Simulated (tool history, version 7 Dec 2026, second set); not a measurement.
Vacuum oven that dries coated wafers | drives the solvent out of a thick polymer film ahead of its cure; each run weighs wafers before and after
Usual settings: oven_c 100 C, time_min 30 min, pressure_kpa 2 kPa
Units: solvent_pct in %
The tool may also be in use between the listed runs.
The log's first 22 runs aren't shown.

run	day	oven_c	time_min	pressure_kpa	hours of work since the thermocouples were calibrated	hours of work since the vacuum gauge was cleaned of residue	solvent_pct
23	54.571	109	31	2	96	387	1.93
24	57.062	88	34	4.76	143	434	10.77
25	58.992	88	34	4.76	180	471	10.59
26	61.617	88	51	2.67	229	521	7.5
27	63.746	114	17	6.99	270	561	4.36
28	65.325	114	17	6.99	299	591	4.58
29	68.758	114	17	6.99	364	656	4.43
30	70.342	114	17	6.99	394	685	4.41
31	72.75	114	17	6.99	440	731	4.43
32	75.975	92	30	2	501	792	7.99
33	77.679	100	30	1.4	533	824	4.25
34	80.412	101	53	2	585	876	2.22
35	82.429	100	27	1.76	623	914	5.02

Forecast each of these 5 alternatives for the next run:
A	84.321	99	39	1.61	658	950	?
B	84.321	100	38	1.76	658	950	?
C	84.321	100	16	1.56	658	950	?
D	84.321	100	26	4.8	658	950	?
E	84.321	95	22	4.99	658	950	?

run	solvent_pct
A	3.56
B	3.44
C	7.55
D	6.74
E	9.73
Without the tool's hidden state the same runs would have given:
run	solvent_pct
A	3.59
B	3.46
C	7.59
D	6.77
E	9.76
